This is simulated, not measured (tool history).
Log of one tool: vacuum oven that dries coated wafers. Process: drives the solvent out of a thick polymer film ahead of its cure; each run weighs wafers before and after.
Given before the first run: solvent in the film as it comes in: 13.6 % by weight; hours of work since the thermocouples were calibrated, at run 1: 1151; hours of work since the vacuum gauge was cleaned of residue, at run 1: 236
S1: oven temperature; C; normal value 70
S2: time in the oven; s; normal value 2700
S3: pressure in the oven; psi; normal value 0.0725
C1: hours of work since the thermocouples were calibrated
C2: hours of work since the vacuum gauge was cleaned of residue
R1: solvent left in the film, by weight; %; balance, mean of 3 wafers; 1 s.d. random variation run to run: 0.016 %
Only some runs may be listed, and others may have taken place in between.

run 1 hour=0 | S1=70 S2=2700 S3=0.0725 | C1=1151 C2=236 | R1=1.15
run 2 hour=28.2 | S1=70 S2=2700 S3=0.0725 | C1=1167 C2=252 | R1=1.14
run 3 hour=48.1 | S1=70 S2=2700 S3=0.0725 | C1=1178 C2=263 | R1=1.11
run 4 hour=85 | S1=70 S2=4440 S3=0.0725 | C1=1198 C2=284 | R1=0.39
run 5 hour=106.3 | S1=70 S2=4440 S3=0.0725 | C1=1210 C2=295 | R1=0.42
run 6 hour=134.2 | S1=70 S2=2700 S3=0.0725 | C1=1226 C2=311 | R1=1.14
run 7 hour=151.8 | S1=70 S2=2700 S3=0.0725 | C1=1235 C2=320 | R1=1.15
run 8 hour=188.1 | S1=70 S2=2040 S3=0.0725 | C1=1255 C2=341 | R1=1.89
run 9 hour=221.5 | S1=70 S2=2040 S3=0.0725 | C1=1274 C2=359 | R1=1.91
run 10 hour=253.8 | S1=70 S2=2040 S3=0.0725 | C1=1292 C2=377 | R1=1.87
run 11 hour=290.6 | S1=70 S2=2040 S3=0.0725 | C1=1312 C2=397 | R1=1.86
run 12 hour=322.7 | S1=70 S2=3720 S3=0.0725 | C1=1330 C2=415 | R1=0.57
run 13 hour=352.8 | S1=70 S2=3720 S3=0.0725 | C1=1347 C2=432 | R1=0.56
run 14 hour=378.5 | S1=70 S2=3720 S3=0.0725 | C1=1361 C2=446 | R1=0.6
run 15 hour=411.5 | S1=70 S2=3720 S3=0.0725 | C1=1379 C2=464 | R1=0.56
run 16 hour=428.1 | S1=70 S2=3720 S3=0.0725 | C1=1388 C2=473 | R1=0.56
run 17 hour=452.3 | S1=70 S2=2700 S3=0.2598 | C1=1402 C2=487 | R1=1.63
-- hour=491.3 oven's thermocouples calibrated
run 18 hour=491.3 | S1=70 S2=3540 S3=0.2598 | C1=0 C2=507 | R1=1.2
run 19 hour=520.6 | S1=70 S2=3540 S3=0.2598 | C1=16 C2=523 | R1=1.2
run 20 hour=539.8 | S1=70 S2=3540 S3=0.2598 | C1=27 C2=534 | R1=1.2
run 21 hour=556.2 | S1=70 S2=3540 S3=0.2598 | C1=36 C2=543 | R1=1.18
run 22 hour=589 | S1=64 S2=1380 S3=0.0453 | C1=54 C2=561 | R1=4.86
run 23 hour=610.4 | S1=62 S2=1500 S3=0.0906 | C1=66 C2=573 | R1=5.21
run 24 hour=640.4 | S1=62 S2=1500 S3=0.0906 | C1=83 C2=590 | R1=5.21
run 25 hour=661.2 | S1=62 S2=1500 S3=0.0906 | C1=94 C2=601 | R1=5.17
run 26 hour=681.5 | S1=62 S2=1500 S3=0.0906 | C1=105 C2=613 | R1=5.2
run 27 hour=718.8 | S1=68 S2=2700 S3=0.0725 | C1=126 C2=633 | R1=1.49
run 28 hour=735 | S1=81 S2=1980 S3=0.0859 | C1=135 C2=642 | R1=0.48
run 29 hour=762.3 | S1=70 S2=2700 S3=0.1184 | C1=150 C2=657 | R1=1.26
run 30 hour=783.2 | S1=79 S2=1380 S3=0.0486 | C1=162 C2=669 | R1=1.27
run 31 hour=798.7 | S1=65 S2=2700 S3=0.0725 | C1=170 C2=677 | R1=2.09
run 32 hour=827.8 | S1=83 S2=4440 S3=0.0808 | C1=186 C2=693 | R1=0.14
run 33 hour=845.5 | S1=83 S2=4440 S3=0.0808 | C1=196 C2=703 | R1=0.14
run 34 hour=866.8 | S1=70 S2=2700 S3=0.1043 | C1=208 C2=715 | R1=1.22
run 35 hour=888.7 | S1=60 S2=2700 S3=0.1395 | C1=220 C2=727 | R1=3.63
run 36 hour=910.5 | S1=64 S2=2580 S3=0.0585 | C1=232 C2=739 | R1=2.44
run 37 hour=932.6 | S1=83 S2=1860 S3=0.0585 | C1=244 C2=751 | R1=0.33
run 38 hour=951.4 | S1=83 S2=1860 S3=0.0585 | C1=255 C2=762 | R1=0.33

Hidden state at the last listed run before each entry between runs and at the first one after, where it differs:
After run 17, before run 18: oven's thermocouples calibrated (hour 491.3)
  true wafer temperature over the reading, C: 0.08 -> 0.01
